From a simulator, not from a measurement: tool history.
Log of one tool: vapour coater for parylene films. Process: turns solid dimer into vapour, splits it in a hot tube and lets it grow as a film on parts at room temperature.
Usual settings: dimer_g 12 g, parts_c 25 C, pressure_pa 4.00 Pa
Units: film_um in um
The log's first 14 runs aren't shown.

run,hour,dimer_g,parts_c,pressure_pa,film_um
# hour 488.1: trap's valve overhauled
15,509.5,12,27,4.00,3.86
16,551.7,12,27,4.00,3.85
17,591.6,12,25,6.18,3.93
18,616.0,12,25,4.00,4.03
19,658.0,12,25,6.32,3.90
20,685.1,12,25,6.32,3.87
21,729.6,12,25,6.32,3.87
22,767.2,12,25,6.32,3.88
23,794.7,12,21,4.00,4.37
24,828.4,12,22,4.70,4.23
25,859.9,12,33,4.00,3.24
26,886.0,14,37,4.74,3.36
27,914.4,14,37,4.74,3.34
28,957.2,15,30,2.54,4.48
29,995.0,15,30,2.54,4.39
30,1038.1,8,34,5.25,2.04
31,1083.0,8,34,5.25,2.04
32,1115.2,8,34,5.25,2.02
33,1161.3,14,34,2.37,3.70
34,1181.1,14,34,5.21,3.51

Forecast run 35:
# hour 1222.4: trap's valve overhauled
35,1224.5,21,25,9.16,?

{"run 35": {"film_um": 6.81}}
Without the tool's hidden state the same run would have given film_um 6.75 um.
